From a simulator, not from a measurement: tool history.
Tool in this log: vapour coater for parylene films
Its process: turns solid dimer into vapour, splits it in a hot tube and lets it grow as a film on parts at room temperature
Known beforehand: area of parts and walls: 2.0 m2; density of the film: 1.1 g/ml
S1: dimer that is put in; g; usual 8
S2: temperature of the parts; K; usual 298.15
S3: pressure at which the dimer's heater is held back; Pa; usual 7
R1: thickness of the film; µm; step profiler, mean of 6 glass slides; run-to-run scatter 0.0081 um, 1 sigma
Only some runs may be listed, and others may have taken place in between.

run   hour  S1      S2     S3     R1
  1      0   8  298.15      7  1.646
  2   14.9   8  298.15   6.86   1.64
      24.6  -- trap's valve overhauled
  3   47.9   8  303.15      7  1.542
  4     79   8  293.15      7  2.188
  5   94.2   8  293.15      7  2.167
  6  117.7   8  293.15      7  2.173
  7  147.1   8  293.15      7  2.155
  8  161.2   8  293.15      7   2.16
  9  180.4  13  298.15      7  2.917
 10  197.4   3  298.15      7  0.672
 11  227.2   6  298.15      7  1.336
 12    256   6  298.15      7  1.328
 13  277.7   6  298.15      7  1.324
 14  309.4  10  298.15      7  2.211
 15  343.4   9  295.15   8.35  2.157
 16  367.6  10  298.15  11.66   2.08
 17  394.9  11  309.15   4.35  1.718
 18  412.8  11  309.15   4.35  1.711
     416.5  -- table's thermometer calibrated
 19  446.6   3  298.15      7   0.65
     465.2  -- table's thermometer calibrated, once more
 20  477.1   5  298.15   5.83  1.076
 21  509.1   4  294.15   9.82  0.938
 22  539.5   4  294.15   9.82  0.935
 23  556.1  13  292.15      7  3.408
 24    583   4  298.15   7.26  0.824
 25    613   4  298.15      7  0.835
 26  628.6   3  295.15   2.18  0.796
 27  661.8   4  304.15      7  0.673

Here are 3 independent what-if runs from the current tool condition. What would each one return?
  A  680.1   5  308.15   5.22   ?
  B  680.1   8  298.15  11.72   ?
  C  680.1   6  297.15   5.45   ?

run     R1
  A  0.741
  B  1.557
  C  1.314
With the hidden condition removed and each run's random variation left untouched, the same runs would have given:
run     R1
  A  0.809
  B    1.7
  C  1.435
